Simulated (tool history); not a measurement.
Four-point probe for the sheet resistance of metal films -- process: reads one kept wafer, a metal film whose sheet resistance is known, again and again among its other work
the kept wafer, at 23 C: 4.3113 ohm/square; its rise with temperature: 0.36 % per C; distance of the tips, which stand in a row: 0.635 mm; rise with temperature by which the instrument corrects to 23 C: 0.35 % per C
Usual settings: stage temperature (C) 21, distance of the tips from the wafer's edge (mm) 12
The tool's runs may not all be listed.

run,day,stage temperature (C),distance of the tips from the wafer's edge (mm),sheet resistance as the instrument gives it (ohm/square)
1,0,21,12,4.317004
2,0.604,21,12,4.315975
3,1.208,21,12,4.316639
4,1.846,21,56,4.309219
5,2.746,21,56,4.309034
6,3.229,21,56,4.312029
7,4.083,26,7,4.333571
8,4.688,29,20,4.31842
9,5.538,29,20,4.319661
10,6.617,28,20,4.317319
11,7.075,24,69,4.311196

Here are 5 independent what-if runs from the current tool condition. What would each one return?
A,8.117,19,25,?
B,8.117,24,6,?
C,8.117,26,3,?
D,8.117,21,47,?
E,8.117,31,15,?

run,sheet resistance as the instrument gives it (ohm/square)
A,4.307533
B,4.338313
C,4.414475
D,4.308983
E,4.321515
Stripped of hidden state, with their random variation kept, the same runs would have yielded:
run,sheet resistance as the instrument gives it (ohm/square)
A,4.307754
B,4.338535
C,4.4147
D,4.309204
E,4.321735
